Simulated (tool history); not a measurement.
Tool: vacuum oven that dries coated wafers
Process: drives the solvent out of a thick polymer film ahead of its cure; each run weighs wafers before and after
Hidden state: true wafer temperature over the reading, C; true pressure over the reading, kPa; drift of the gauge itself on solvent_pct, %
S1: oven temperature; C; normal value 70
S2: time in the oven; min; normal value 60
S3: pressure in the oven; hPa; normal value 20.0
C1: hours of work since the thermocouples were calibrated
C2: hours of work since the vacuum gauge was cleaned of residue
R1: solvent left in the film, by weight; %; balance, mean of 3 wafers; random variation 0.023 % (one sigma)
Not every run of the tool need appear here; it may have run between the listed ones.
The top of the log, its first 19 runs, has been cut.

Run 20, hour 1330.8: usual settings; C1 903; C2 1385. Result: R1 2.40 %.
Run 21, hour 1427.6: usual settings; C1 969; C2 1452. Result: R1 2.42 %.
Run 22, hour 1497.3: usual settings; C1 1017; C2 1500. Result: R1 2.47 %.
Run 23, hour 1556.2: usual settings; C1 1058; C2 1540. Result: R1 2.45 %.
Run 24, hour 1635.6: usual settings but S3 17.6 hPa; C1 1112; C2 1595. Result: R1 2.35 %.
Run 25, hour 1690.0: usual settings but S3 17.6 hPa; C1 1150; C2 1632. Result: R1 2.38 %.
At hour 1711.4: oven's thermocouples calibrated.
Run 26, hour 1734.5: usual settings but S3 17.6 hPa; C1 16; C2 1661. Result: R1 2.11 %.
Run 27, hour 1806.4: usual settings but S3 17.6 hPa; C1 65; C2 1711. Result: R1 2.14 %.
Run 28, hour 1867.6: usual settings but S1 81 C, S2 69 min; C1 108; C2 1753. Result: R1 1.04 %.
At hour 1910.0: vacuum gauge cleaned of residue and calibrated.
Run 29, hour 1941.4: usual settings but S1 60 C, S2 46 min, S3 15.6 hPa; C1 157; C2 22. Result: R1 4.60 %.
Run 30, hour 2041.3: usual settings but S1 60 C, S2 46 min, S3 14.0 hPa; C1 226; C2 90. Result: R1 4.56 %.
Run 31, hour 2084.3: usual settings but S1 60 C, S2 46 min, S3 14.0 hPa; C1 256; C2 120. Result: R1 4.58 %.
Run 32, hour 2154.0: usual settings but S1 65 C, S2 41 min, S3 20.3 hPa; C1 304; C2 168. Result: R1 4.14 %.
Run 33, hour 2224.8: usual settings but S1 61 C, S2 54 min, S3 40.2 hPa; C1 352; C2 217. Result: R1 5.86 %.
Run 34, hour 2272.7: usual settings but S1 61 C, S2 54 min, S3 40.2 hPa; C1 385; C2 250. Result: R1 5.83 %.
Run 35, hour 2364.0: usual settings but S1 65 C, S2 68 min, S3 17.0 hPa; C1 448; C2 312. Result: R1 2.52 %.
Run 36, hour 2431.2: usual settings but S1 78 C, S3 50.5 hPa; C1 494; C2 359. Result: R1 2.55 %.
Run 37, hour 2476.5: usual settings but S1 78 C, S3 50.5 hPa; C1 525; C2 390. Result: R1 2.54 %.
Run 38, hour 2545.2: usual settings but S1 78 C, S3 50.5 hPa; C1 573; C2 437. Result: R1 2.62 %.

What does the tool deliver on the next run?
Run 39, hour 2617.9: usual settings but S1 62 C, S2 37 min, S3 17.3 hPa; C1 623; C2 487. Result: R1 ?.

{"run 39": {"R1": 5.25}}
Were there no unlogged condition in the tool, this run, its random variation unchanged, would have produced R1 4.88 %.

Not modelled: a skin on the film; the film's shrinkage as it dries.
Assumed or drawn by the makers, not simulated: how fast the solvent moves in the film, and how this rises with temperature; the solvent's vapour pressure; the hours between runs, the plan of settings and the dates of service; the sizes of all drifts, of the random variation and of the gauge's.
